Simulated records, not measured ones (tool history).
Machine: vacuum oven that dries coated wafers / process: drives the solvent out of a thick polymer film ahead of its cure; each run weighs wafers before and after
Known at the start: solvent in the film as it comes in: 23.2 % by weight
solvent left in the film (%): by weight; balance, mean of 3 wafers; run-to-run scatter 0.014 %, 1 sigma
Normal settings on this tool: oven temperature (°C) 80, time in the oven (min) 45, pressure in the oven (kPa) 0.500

run	hour	oven temperature (°C)	time in the oven (min)	pressure in the oven (kPa)	solvent left in the film (%)
1	0.0	80	45	0.500	4.77
2	73.4	80	45	0.500	4.76
3	127.9	80	45	0.787	4.85
4	174.2	80	45	0.787	4.86
5	241.6	80	45	1.122	4.89
6	276.3	80	45	1.122	4.90
7	332.4	80	45	1.122	4.88
8	390.8	80	45	1.122	4.88
9	441.4	80	45	1.122	4.85
10	506.2	80	34	0.500	6.60
11	539.2	80	34	0.500	6.60
12	606.5	80	34	0.500	6.60
13	654.7	80	34	0.500	6.59
# hour 693.2: oven's thermocouples calibrated
14	709.3	80	34	0.500	6.74
15	771.0	80	34	0.500	6.71
# hour 828.2: vacuum gauge cleaned of residue and calibrated
16	831.1	80	34	0.500	6.60
17	865.8	80	34	0.500	6.61
18	912.4	80	51	0.500	3.91
19	968.1	80	51	0.500	3.90
20	1024.9	80	51	0.500	3.92
21	1098.5	80	51	0.500	3.88
22	1174.2	92	51	0.500	1.33
23	1237.8	92	51	0.500	1.34
24	1271.7	83	45	0.359	3.78
25	1310.6	83	45	0.359	3.78
26	1360.5	90	56	1.454	1.44
27	1407.1	80	29	1.554	7.75
28	1465.4	87	76	0.500	0.83
29	1535.6	82	53	0.500	3.08
30	1584.1	86	53	0.439	2.20
31	1659.9	86	53	0.439	2.20
32	1706.7	77	45	0.500	5.51
33	1740.2	77	45	0.500	5.56
34	1805.0	85	45	1.312	3.39
35	1879.4	80	23	0.500	9.10
36	1949.3	80	23	0.500	9.07
37	2021.3	80	23	0.500	9.09
38	2076.7	80	26	0.500	8.27
39	2131.5	80	76	0.896	1.88
40	2201.7	80	57	0.500	3.18
41	2269.8	69	46	0.864	8.01
42	2335.2	80	63	0.503	2.63
43	2367.2	80	54	0.500	3.49
44	2402.0	80	54	0.500	3.48
45	2441.7	82	54	0.500	2.94
46	2485.3	82	54	0.500	2.96

Below are 3 alternative next runs, each starting from the tool's condition after run 46. Predict each:
A	2519.5	71	54	0.500	?
B	2519.5	75	38	0.500	?
C	2519.5	70	33	0.268	?

run	solvent left in the film (%)
A	6.15
B	7.25
C	9.72
Without the tool's unlogged condition, the same runs would have read:
run	solvent left in the film (%)
A	6.51
B	7.62
C	10.06
